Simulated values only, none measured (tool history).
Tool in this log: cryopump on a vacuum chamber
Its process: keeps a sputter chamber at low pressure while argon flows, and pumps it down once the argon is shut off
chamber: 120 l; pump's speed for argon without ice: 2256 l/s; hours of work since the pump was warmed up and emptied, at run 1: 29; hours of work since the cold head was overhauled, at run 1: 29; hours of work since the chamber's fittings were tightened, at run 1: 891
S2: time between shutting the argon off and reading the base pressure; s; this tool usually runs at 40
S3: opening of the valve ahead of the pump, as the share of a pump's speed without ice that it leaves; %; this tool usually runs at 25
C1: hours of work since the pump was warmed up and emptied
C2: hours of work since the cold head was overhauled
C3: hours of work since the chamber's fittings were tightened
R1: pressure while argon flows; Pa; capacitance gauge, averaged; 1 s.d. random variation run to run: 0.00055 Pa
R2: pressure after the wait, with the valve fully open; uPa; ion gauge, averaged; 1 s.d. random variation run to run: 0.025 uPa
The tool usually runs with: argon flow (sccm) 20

Run 1, day 0.000: usual settings; C1 29; C2 29; C3 891. Result: R1 0.0611 Pa, R2 1.83 uPa.
Run 2, day 0.342: usual settings; C1 33; C2 33; C3 896. Result: R1 0.0596 Pa, R2 1.84 uPa.
Run 3, day 0.792: usual settings; C1 40; C2 40; C3 902. Result: R1 0.0599 Pa, R2 1.89 uPa.
Run 4, day 1.154: usual settings; C1 45; C2 45; C3 907. Result: R1 0.0607 Pa, R2 1.88 uPa.
Run 5, day 1.738: usual settings; C1 53; C2 53; C3 915. Result: R1 0.0609 Pa, R2 1.88 uPa.
Run 6, day 2.283: usual settings but S2 97 s; C1 60; C2 60; C3 923. Result: R1 0.0602 Pa, R2 1.42 uPa.
Run 7, day 2.788: usual settings but S2 97 s; C1 67; C2 67; C3 930. Result: R1 0.0605 Pa, R2 1.40 uPa.
Run 8, day 3.133: usual settings but S2 97 s; C1 72; C2 72; C3 935. Result: R1 0.0609 Pa, R2 1.38 uPa.
Run 9, day 3.408: usual settings but S2 97 s; C1 76; C2 76; C3 938. Result: R1 0.0611 Pa, R2 1.42 uPa.
Run 10, day 3.942: usual settings but S2 75 s; C1 83; C2 83; C3 946. Result: R1 0.0603 Pa, R2 1.54 uPa.
Run 11, day 4.521: usual settings but S2 75 s; C1 91; C2 91; C3 954. Result: R1 0.0607 Pa, R2 1.54 uPa.
Run 12, day 4.929: usual settings but S2 75 s; C1 97; C2 97; C3 959. Result: R1 0.0609 Pa, R2 1.54 uPa.
Run 13, day 5.442: usual settings but S2 75 s; C1 104; C2 104; C3 967. Result: R1 0.0606 Pa, R2 1.56 uPa.
Run 14, day 5.725: usual settings but S2 75 s; C1 108; C2 108; C3 970. Result: R1 0.0607 Pa, R2 1.50 uPa.
Run 15, day 6.238: usual settings but S2 75 s; C1 115; C2 115; C3 978. Result: R1 0.0605 Pa, R2 1.60 uPa.
Run 16, day 6.696: usual settings; C1 121; C2 121; C3 984. Result: R1 0.0619 Pa, R2 1.99 uPa.
Run 17, day 7.062: usual settings; C1 126; C2 126; C3 989. Result: R1 0.0618 Pa, R2 2.00 uPa.
Run 18, day 7.571: usual settings but S3 56 %; C1 133; C2 133; C3 996. Result: R1 0.0282 Pa, R2 2.00 uPa.
Run 19, day 8.121: usual settings but argon flow (sccm) 31, S2 25 s, S3 59 %; C1 141; C2 141; C3 1004. Result: R1 0.0416 Pa, R2 2.49 uPa.
Run 20, day 8.412: usual settings but argon flow (sccm) 29, S2 77 s, S3 18 %; C1 145; C2 145; C3 1008. Result: R1 0.1222 Pa, R2 1.63 uPa.
Run 21, day 8.896: usual settings but argon flow (sccm) 17, S2 139 s; C1 152; C2 152; C3 1014. Result: R1 0.0523 Pa, R2 1.48 uPa.
Run 22, day 9.262: usual settings but argon flow (sccm) 17, S2 139 s; C1 157; C2 157; C3 1019. Result: R1 0.0526 Pa, R2 1.42 uPa.
Run 23, day 9.704: usual settings but argon flow (sccm) 30, S3 32 %; C1 163; C2 163; C3 1026. Result: R1 0.0728 Pa, R2 2.04 uPa.
Run 24, day 10.042: usual settings but argon flow (sccm) 34, S3 40 %; C1 168; C2 168; C3 1030. Result: R1 0.0660 Pa, R2 2.05 uPa.
Run 25, day 10.296: usual settings but argon flow (sccm) 34, S3 21 %; C1 171; C2 171; C3 1034. Result: R1 0.1240 Pa, R2 2.03 uPa.
Run 26, day 10.742: usual settings but S3 23 %; C1 177; C2 177; C3 1040. Result: R1 0.0663 Pa, R2 2.09 uPa.
Run 27, day 10.996: usual settings but argon flow (sccm) 16, S2 150 s; C1 181; C2 181; C3 1043. Result: R1 0.0490 Pa, R2 1.46 uPa.
Run 28, day 11.621: usual settings but S2 213 s; C1 189; C2 189; C3 1052. Result: R1 0.0623 Pa, R2 1.45 uPa.
Run 29, day 12.146: usual settings but argon flow (sccm) 40, S2 47 s, S3 40 %; C1 197; C2 197; C3 1059. Result: R1 0.0789 Pa, R2 1.98 uPa.
Run 30, day 12.738: usual settings but argon flow (sccm) 14, S2 83 s, S3 30 %; C1 205; C2 205; C3 1068. Result: R1 0.0360 Pa, R2 1.64 uPa.
Run 31, day 13.088: usual settings but argon flow (sccm) 25, S2 281 s; C1 210; C2 210; C3 1072. Result: R1 0.0760 Pa, R2 1.49 uPa.
Run 32, day 13.688: usual settings but argon flow (sccm) 38, S2 52 s, S3 27 %; C1 218; C2 218; C3 1081. Result: R1 0.1085 Pa, R2 1.95 uPa.
Run 33, day 14.262: usual settings but argon flow (sccm) 38, S2 52 s, S3 27 %; C1 226; C2 226; C3 1089. Result: R1 0.1076 Pa, R2 1.93 uPa.
Run 34, day 14.854: usual settings but argon flow (sccm) 38, S2 53 s, S3 58 %; C1 234; C2 234; C3 1097. Result: R1 0.0527 Pa, R2 1.97 uPa.
Run 35, day 15.296: usual settings but argon flow (sccm) 9, S2 118 s, S3 49 %; C1 240; C2 240; C3 1103. Result: R1 0.0154 Pa, R2 1.61 uPa.

Below are 3 alternative next runs, each starting from the tool's condition after run 35. Predict each:
Run A, day 15.738: usual settings but argon flow (sccm) 8, S2 71 s, S3 28 %; C1 246; C2 246; C3 1109. Result: R1 ?, R2 ?.
Run B, day 15.738: usual settings but argon flow (sccm) 10, S2 43 s, S3 55 %; C1 246; C2 246; C3 1109. Result: R1 ?, R2 ?.
Run C, day 15.738: usual settings but argon flow (sccm) 9, S2 118 s, S3 41 %; C1 246; C2 246; C3 1109. Result: R1 ?, R2 ?.

run      R1    R2
  A  0.0223  1.79
  B  0.0142  2.12
  C  0.0171  1.64
Take away the tool's hidden state, keep each run's random variation, and the runs would have read:
run      R1    R2
  A  0.0216  0.58
  B  0.0132  0.90
  C  0.0162  0.42

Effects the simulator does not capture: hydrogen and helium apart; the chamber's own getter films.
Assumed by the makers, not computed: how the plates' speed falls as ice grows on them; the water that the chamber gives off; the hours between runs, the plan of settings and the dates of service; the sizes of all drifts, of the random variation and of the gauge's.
